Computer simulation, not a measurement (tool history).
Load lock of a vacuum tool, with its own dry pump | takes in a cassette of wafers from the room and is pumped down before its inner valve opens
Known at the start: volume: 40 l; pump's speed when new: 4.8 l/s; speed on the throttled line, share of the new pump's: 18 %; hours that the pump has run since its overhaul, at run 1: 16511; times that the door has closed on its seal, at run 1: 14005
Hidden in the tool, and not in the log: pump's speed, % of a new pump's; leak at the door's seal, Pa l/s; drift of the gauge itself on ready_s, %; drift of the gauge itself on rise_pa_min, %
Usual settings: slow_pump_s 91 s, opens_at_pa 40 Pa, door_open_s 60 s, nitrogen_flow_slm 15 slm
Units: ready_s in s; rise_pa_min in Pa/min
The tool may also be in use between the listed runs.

run,hour,slow_pump_s,opens_at_pa,door_open_s,nitrogen_flow_slm,hours that the pump has run since its overhaul,times that the door has closed on its seal,"incoming humidity of the room's air, %",ready_s,rise_pa_min
1,0,91,40,60,15,16511,14005,42.7,149.5,0.076
2,322.3,91,40,60,15,16833,14379,46,149.7,0.079
3,752.4,91,40,60,15,17263,14879,45,150,0.08
4,1070.2,91,40,60,15,17581,15248,46.8,148.1,0.085
5,1562.2,91,40,60,15,18073,15819,43.1,150.2,0.079
# hour 1746.1: dry pump taken out, an overhauled one fitted
6,1923.9,91,40,60,15,178,16233,47.4,139.9,0.086
7,2459.9,91,40,60,15,714,16855,45.3,140.9,0.088
8,2956.4,91,40,60,15,1210,17432,46.7,139.5,0.091
9,3441.8,91,40,60,15,1696,17996,47.8,140.1,0.091
10,4025.7,91,40,60,15,2280,18674,48.5,141.8,0.091
11,4568.7,91,40,60,9,2823,19305,48,140.7,0.108
12,4835.2,91,40,60,9,3089,19614,45.2,141,0.105
13,5315.3,119,29,85,20,3569,20172,42.3,170.5,0.097
14,5803.9,119,29,85,20,4058,20740,44.4,166.4,0.103
15,6147.3,119,29,85,20,4401,21139,44.7,169.7,0.106
16,6544.4,119,29,61,42,4798,21600,45.4,167,0.082
17,7134.3,105,29,60,42,5388,22285,44.6,156.4,0.08
18,7389.9,149,36,42,6,5644,22582,46.1,190.4,0.115
19,7819.2,91,28,60,7,6073,23081,44.2,147.1,0.114
20,8321,91,78,60,8,6575,23664,45.1,136.8,0.126
21,8660.4,49,39,197,9,6914,24058,47.6,109.7,0.182
22,9256.9,99,52,60,15,7511,24751,42.1,147.4,0.113

5 ways to go on from here, each from the tool as it stands after run 22. What would each give?
A,9813,76,46,60,15,8067,25397,42.5,?,?
B,9813,116,52,60,8,8067,25397,42.5,?,?
C,9813,99,58,60,14,8067,25397,43.4,?,?
D,9813,99,29,60,15,8067,25397,44.6,?,?
E,9813,92,64,71,15,8067,25397,42.9,?,?

run,ready_s,rise_pa_min
A,129.9,0.121
B,160.6,0.132
C,148.6,0.118
D,152.5,0.122
E,140.9,0.121
Without the tool's hidden state the same runs would have given:
run,ready_s,rise_pa_min
A,125.8,0.048
B,157.1,0.061
C,144.9,0.046
D,148.3,0.05
E,137.2,0.05
